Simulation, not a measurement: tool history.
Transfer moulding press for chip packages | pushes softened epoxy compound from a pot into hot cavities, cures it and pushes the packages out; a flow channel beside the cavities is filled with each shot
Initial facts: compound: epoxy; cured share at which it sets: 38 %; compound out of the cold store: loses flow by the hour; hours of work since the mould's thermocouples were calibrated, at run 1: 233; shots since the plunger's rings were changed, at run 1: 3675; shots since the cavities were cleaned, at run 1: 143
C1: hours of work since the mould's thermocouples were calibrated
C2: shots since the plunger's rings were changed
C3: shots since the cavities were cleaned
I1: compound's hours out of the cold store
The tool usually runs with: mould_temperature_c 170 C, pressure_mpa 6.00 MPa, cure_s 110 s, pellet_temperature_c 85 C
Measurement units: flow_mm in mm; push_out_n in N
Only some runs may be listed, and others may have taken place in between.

{"run": 1, "hour": 0.0, "mould_temperature_c": 170, "pressure_mpa": 6.0, "cure_s": 110, "pellet_temperature_c": 85, "C1": 233, "C2": 3675, "C3": 143, "I1": 36.1, "flow_mm": 641, "push_out_n": 316}
{"run": 2, "hour": 9.6, "mould_temperature_c": 170, "pressure_mpa": 6.0, "cure_s": 110, "pellet_temperature_c": 85, "C1": 239, "C2": 3771, "C3": 239, "I1": 19.4, "flow_mm": 690, "push_out_n": 343}
{"run": 3, "hour": 19.1, "mould_temperature_c": 170, "pressure_mpa": 6.0, "cure_s": 110, "pellet_temperature_c": 91, "C1": 245, "C2": 3865, "C3": 333, "I1": 36.3, "flow_mm": 641, "push_out_n": 341}
{"run": 4, "hour": 32.2, "mould_temperature_c": 170, "pressure_mpa": 6.0, "cure_s": 110, "pellet_temperature_c": 85, "C1": 254, "C2": 3995, "C3": 463, "I1": 11.8, "flow_mm": 702, "push_out_n": 400}
{"hour": 41.8, "done": "cavities cleaned with cleaning compound and waxed"}
{"run": 5, "hour": 46.5, "mould_temperature_c": 170, "pressure_mpa": 6.0, "cure_s": 110, "pellet_temperature_c": 85, "C1": 262, "C2": 4122, "C3": 47, "I1": 30.6, "flow_mm": 653, "push_out_n": 265}
{"run": 6, "hour": 55.5, "mould_temperature_c": 170, "pressure_mpa": 6.0, "cure_s": 110, "pellet_temperature_c": 85, "C1": 267, "C2": 4211, "C3": 136, "I1": 9.1, "flow_mm": 715, "push_out_n": 311}
{"run": 7, "hour": 62.7, "mould_temperature_c": 170, "pressure_mpa": 6.0, "cure_s": 110, "pellet_temperature_c": 85, "C1": 272, "C2": 4283, "C3": 208, "I1": 24.5, "flow_mm": 672, "push_out_n": 319}
{"run": 8, "hour": 72.8, "mould_temperature_c": 170, "pressure_mpa": 6.0, "cure_s": 110, "pellet_temperature_c": 85, "C1": 278, "C2": 4384, "C3": 309, "I1": 30.3, "flow_mm": 653, "push_out_n": 344}
{"run": 9, "hour": 82.2, "mould_temperature_c": 167, "pressure_mpa": 6.0, "cure_s": 110, "pellet_temperature_c": 85, "C1": 284, "C2": 4478, "C3": 403, "I1": 30.6, "flow_mm": 661, "push_out_n": 441}
{"run": 10, "hour": 91.3, "mould_temperature_c": 170, "pressure_mpa": 6.0, "cure_s": 110, "pellet_temperature_c": 85, "C1": 290, "C2": 4567, "C3": 492, "I1": 18.4, "flow_mm": 686, "push_out_n": 364}
{"hour": 97.9, "done": "cavities cleaned with cleaning compound and waxed"}
{"run": 11, "hour": 101.7, "mould_temperature_c": 170, "pressure_mpa": 6.0, "cure_s": 110, "pellet_temperature_c": 85, "C1": 296, "C2": 4656, "C3": 38, "I1": 10.5, "flow_mm": 710, "push_out_n": 262}
{"run": 12, "hour": 115.5, "mould_temperature_c": 170, "pressure_mpa": 6.0, "cure_s": 110, "pellet_temperature_c": 85, "C1": 304, "C2": 4793, "C3": 175, "I1": 37.7, "flow_mm": 626, "push_out_n": 303}
{"run": 13, "hour": 128.3, "mould_temperature_c": 170, "pressure_mpa": 6.0, "cure_s": 110, "pellet_temperature_c": 85, "C1": 312, "C2": 4920, "C3": 302, "I1": 38.0, "flow_mm": 622, "push_out_n": 340}
{"run": 14, "hour": 139.9, "mould_temperature_c": 170, "pressure_mpa": 6.0, "cure_s": 110, "pellet_temperature_c": 85, "C1": 320, "C2": 5036, "C3": 418, "I1": 17.3, "flow_mm": 683, "push_out_n": 374}
{"run": 15, "hour": 146.9, "mould_temperature_c": 170, "pressure_mpa": 6.0, "cure_s": 110, "pellet_temperature_c": 85, "C1": 324, "C2": 5105, "C3": 487, "I1": 9.8, "flow_mm": 708, "push_out_n": 382}
{"hour": 154.4, "done": "cavities cleaned with cleaning compound and waxed"}
{"run": 16, "hour": 161.5, "mould_temperature_c": 170, "pressure_mpa": 6.0, "cure_s": 110, "pellet_temperature_c": 85, "C1": 332, "C2": 5235, "C3": 70, "I1": 44.6, "flow_mm": 601, "push_out_n": 261}
{"run": 17, "hour": 171.0, "mould_temperature_c": 170, "pressure_mpa": 6.0, "cure_s": 110, "pellet_temperature_c": 85, "C1": 338, "C2": 5330, "C3": 165, "I1": 29.2, "flow_mm": 643, "push_out_n": 301}
{"run": 18, "hour": 183.3, "mould_temperature_c": 162, "pressure_mpa": 7.33, "cure_s": 99, "pellet_temperature_c": 80, "C1": 346, "C2": 5452, "C3": 287, "I1": 33.6, "flow_mm": 726, "push_out_n": 726}
{"hour": 188.5, "done": "mould's thermocouples calibrated"}
{"hour": 191.0, "done": "plunger's sealing rings changed"}
{"run": 19, "hour": 196.7, "mould_temperature_c": 162, "pressure_mpa": 7.33, "cure_s": 99, "pellet_temperature_c": 80, "C1": 4, "C2": 57, "C3": 375, "I1": 41.2, "flow_mm": 768, "push_out_n": 752}
{"run": 20, "hour": 205.7, "mould_temperature_c": 162, "pressure_mpa": 7.33, "cure_s": 130, "pellet_temperature_c": 80, "C1": 9, "C2": 147, "C3": 465, "I1": 22.7, "flow_mm": 833, "push_out_n": 512}
{"hour": 215.2, "done": "cavities cleaned with cleaning compound and waxed"}
{"run": 21, "hour": 215.3, "mould_temperature_c": 164, "pressure_mpa": 5.54, "cure_s": 110, "pellet_temperature_c": 85, "C1": 14, "C2": 227, "C3": 0, "I1": 26.9, "flow_mm": 699, "push_out_n": 399}
{"run": 22, "hour": 224.0, "mould_temperature_c": 168, "pressure_mpa": 6.0, "cure_s": 110, "pellet_temperature_c": 95, "C1": 20, "C2": 313, "C3": 86, "I1": 46.9, "flow_mm": 652, "push_out_n": 305}
{"run": 23, "hour": 236.1, "mould_temperature_c": 166, "pressure_mpa": 4.67, "cure_s": 97, "pellet_temperature_c": 82, "C1": 28, "C2": 434, "C3": 207, "I1": 21.5, "flow_mm": 653, "push_out_n": 569}
{"run": 24, "hour": 246.8, "mould_temperature_c": 172, "pressure_mpa": 4.89, "cure_s": 119, "pellet_temperature_c": 75, "C1": 34, "C2": 541, "C3": 314, "I1": 43.7, "flow_mm": 585, "push_out_n": 301}
{"run": 25, "hour": 260.1, "mould_temperature_c": 172, "pressure_mpa": 4.89, "cure_s": 119, "pellet_temperature_c": 75, "C1": 43, "C2": 673, "C3": 446, "I1": 45.2, "flow_mm": 581, "push_out_n": 342}
{"hour": 271.3, "done": "cavities cleaned with cleaning compound and waxed"}
{"run": 26, "hour": 272.8, "mould_temperature_c": 172, "pressure_mpa": 4.89, "cure_s": 119, "pellet_temperature_c": 75, "C1": 50, "C2": 783, "C3": 14, "I1": 38.2, "flow_mm": 590, "push_out_n": 217}
{"run": 27, "hour": 280.9, "mould_temperature_c": 170, "pressure_mpa": 5.24, "cure_s": 110, "pellet_temperature_c": 85, "C1": 55, "C2": 865, "C3": 96, "I1": 34.1, "flow_mm": 633, "push_out_n": 301}
{"run": 28, "hour": 290.8, "mould_temperature_c": 170, "pressure_mpa": 5.24, "cure_s": 110, "pellet_temperature_c": 85, "C1": 61, "C2": 962, "C3": 193, "I1": 36.4, "flow_mm": 618, "push_out_n": 323}
{"run": 29, "hour": 298.5, "mould_temperature_c": 164, "pressure_mpa": 5.6, "cure_s": 110, "pellet_temperature_c": 94, "C1": 66, "C2": 1039, "C3": 270, "I1": 24.9, "flow_mm": 697, "push_out_n": 502}
{"run": 30, "hour": 309.4, "mould_temperature_c": 168, "pressure_mpa": 6.0, "cure_s": 116, "pellet_temperature_c": 85, "C1": 73, "C2": 1148, "C3": 379, "I1": 29.4, "flow_mm": 697, "push_out_n": 381}

Describe how what the log doesn't record of the tool's condition differs between the last listed run preceding each entry between runs and the first listed run following it.
In the gap between runs 4 and 5: cavities cleaned with cleaning compound and waxed (hour 41.8)
  true mould temperature over the reading, C: 0.44 -> 0.46; pressure that reaches the compound, % of what is set: 88.62 -> 88.28; grip of the stained cavities, % over clean ones': 58.2 -> 8.5
  measured value less the no-hidden-state value, flow_mm: -46 -> -43 mm; push_out_n: +139 -> +16 N
In the gap between runs 10 and 11: cavities cleaned with cleaning compound and waxed (hour 97.9)
  true mould temperature over the reading, C: 0.51 -> 0.52; pressure that reaches the compound, % of what is set: 87.05 -> 86.8; grip of the stained cavities, % over clean ones': 60.2 -> 7
  measured value less the no-hidden-state value, flow_mm: -51 -> -54 mm; push_out_n: +132 -> +10 N
In the gap between runs 15 and 16: cavities cleaned with cleaning compound and waxed (hour 154.4)
  true mould temperature over the reading, C: 0.57 -> 0.58; pressure that reaches the compound, % of what is set: 85.54 -> 85.17; grip of the stained cavities, % over clean ones': 57.8 -> 12.6
  measured value less the no-hidden-state value, flow_mm: -60 -> -52 mm; push_out_n: +135 -> +24 N
In the gap between runs 18 and 19: mould's thermocouples calibrated (hour 188.5); plunger's sealing rings changed (hour 191.0)
  true mould temperature over the reading, C: 0.61 -> -0.04; pressure that reaches the compound, % of what is set: 84.54 -> 99.39; grip of the stained cavities, % over clean ones': 41 -> 49.1
  measured value less the no-hidden-state value, flow_mm: -66 -> -2 mm; push_out_n: +187 -> +250 N
In the gap between runs 20 and 21: cavities cleaned with cleaning compound and waxed (hour 215.2)
  true mould temperature over the reading, C: -0.03 -> -0.02; pressure that reaches the compound, % of what is set: 99.14 -> 98.93; grip of the stained cavities, % over clean ones': 57.1 -> 0.8
  measured value less the no-hidden-state value, flow_mm: -3 -> -3 mm; push_out_n: +187 -> +4 N
In the gap between runs 25 and 26: cavities cleaned with cleaning compound and waxed (hour 271.3)
  true mould temperature over the reading, C: 0.03 -> 0.04; pressure that reaches the compound, % of what is set: 97.68 -> 97.38; grip of the stained cavities, % over clean ones': 54.7 -> 2.9
  measured value less the no-hidden-state value, flow_mm: -7 -> -8 mm; push_out_n: +119 -> +6 N
